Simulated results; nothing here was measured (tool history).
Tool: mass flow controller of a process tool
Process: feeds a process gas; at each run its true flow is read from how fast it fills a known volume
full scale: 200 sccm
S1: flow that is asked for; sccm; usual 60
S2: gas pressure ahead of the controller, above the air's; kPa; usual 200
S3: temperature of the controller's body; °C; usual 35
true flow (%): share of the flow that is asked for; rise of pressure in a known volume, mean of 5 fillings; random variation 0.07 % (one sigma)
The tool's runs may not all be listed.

{"run": 1, "day": 0.0, "S1": 60, "S2": 200, "S3": 35, "true flow (%)": 97.86}
{"run": 2, "day": 3.196, "S1": 60, "S2": 245, "S3": 35, "true flow (%)": 97.87}
{"run": 3, "day": 6.575, "S1": 60, "S2": 245, "S3": 35, "true flow (%)": 97.88}
{"run": 4, "day": 10.938, "S1": 60, "S2": 212, "S3": 35, "true flow (%)": 98}
{"run": 5, "day": 17.554, "S1": 60, "S2": 212, "S3": 35, "true flow (%)": 98.19}
{"run": 6, "day": 23.888, "S1": 60, "S2": 212, "S3": 35, "true flow (%)": 98.2}
{"run": 7, "day": 30.7, "S1": 60, "S2": 212, "S3": 35, "true flow (%)": 98.35}
{"run": 8, "day": 35.038, "S1": 60, "S2": 212, "S3": 35, "true flow (%)": 98.32}
{"run": 9, "day": 39.738, "S1": 60, "S2": 200, "S3": 35, "true flow (%)": 98.46}
{"run": 10, "day": 44.092, "S1": 60, "S2": 200, "S3": 35, "true flow (%)": 98.58}
{"run": 11, "day": 46.925, "S1": 60, "S2": 200, "S3": 35, "true flow (%)": 98.55}
{"run": 12, "day": 51.758, "S1": 60, "S2": 200, "S3": 35, "true flow (%)": 98.77}
{"run": 13, "day": 55.25, "S1": 60, "S2": 200, "S3": 35, "true flow (%)": 98.76}
{"run": 14, "day": 60.404, "S1": 167, "S2": 200, "S3": 35, "true flow (%)": 99.46}
{"run": 15, "day": 63.904, "S1": 60, "S2": 159, "S3": 35, "true flow (%)": 99.05}
{"run": 16, "day": 69.492, "S1": 60, "S2": 200, "S3": 35, "true flow (%)": 98.95}
{"run": 17, "day": 74.567, "S1": 60, "S2": 200, "S3": 35, "true flow (%)": 98.99}
{"run": 18, "day": 78.867, "S1": 60, "S2": 200, "S3": 35, "true flow (%)": 99.01}
{"run": 19, "day": 84.254, "S1": 60, "S2": 200, "S3": 35, "true flow (%)": 99.17}
{"run": 20, "day": 89.804, "S1": 60, "S2": 200, "S3": 35, "true flow (%)": 99.32}
{"run": 21, "day": 94.875, "S1": 60, "S2": 200, "S3": 35, "true flow (%)": 99.31}
{"run": 22, "day": 100.404, "S1": 60, "S2": 200, "S3": 29, "true flow (%)": 99.65}
{"run": 23, "day": 104.758, "S1": 60, "S2": 200, "S3": 35, "true flow (%)": 99.52}
{"run": 24, "day": 109.738, "S1": 60, "S2": 200, "S3": 35, "true flow (%)": 99.54}
{"run": 25, "day": 112.967, "S1": 62, "S2": 200, "S3": 35, "true flow (%)": 99.57}
{"run": 26, "day": 119.379, "S1": 63, "S2": 184, "S3": 25, "true flow (%)": 100.27}
{"run": 27, "day": 122.512, "S1": 195, "S2": 245, "S3": 37, "true flow (%)": 100.09}
{"run": 28, "day": 125.921, "S1": 24, "S2": 230, "S3": 21, "true flow (%)": 103.01}
{"run": 29, "day": 130.3, "S1": 24, "S2": 230, "S3": 21, "true flow (%)": 103.08}
{"run": 30, "day": 133.946, "S1": 162, "S2": 200, "S3": 35, "true flow (%)": 100.16}
{"run": 31, "day": 140.033, "S1": 60, "S2": 146, "S3": 24, "true flow (%)": 100.75}
{"run": 32, "day": 144.167, "S1": 121, "S2": 200, "S3": 37, "true flow (%)": 99.7}
{"run": 33, "day": 148.842, "S1": 121, "S2": 200, "S3": 37, "true flow (%)": 99.71}
{"run": 34, "day": 153.971, "S1": 121, "S2": 200, "S3": 37, "true flow (%)": 99.91}
{"run": 35, "day": 157.317, "S1": 121, "S2": 200, "S3": 37, "true flow (%)": 99.77}

The next listed run, before its measurement:
{"run": 36, "day": 163.392, "S1": 116, "S2": 232, "S3": 37, "true flow (%)": "?"}

true flow (%): 99.74
Without the tool's hidden state the same run would have given true flow (%) 97.81.

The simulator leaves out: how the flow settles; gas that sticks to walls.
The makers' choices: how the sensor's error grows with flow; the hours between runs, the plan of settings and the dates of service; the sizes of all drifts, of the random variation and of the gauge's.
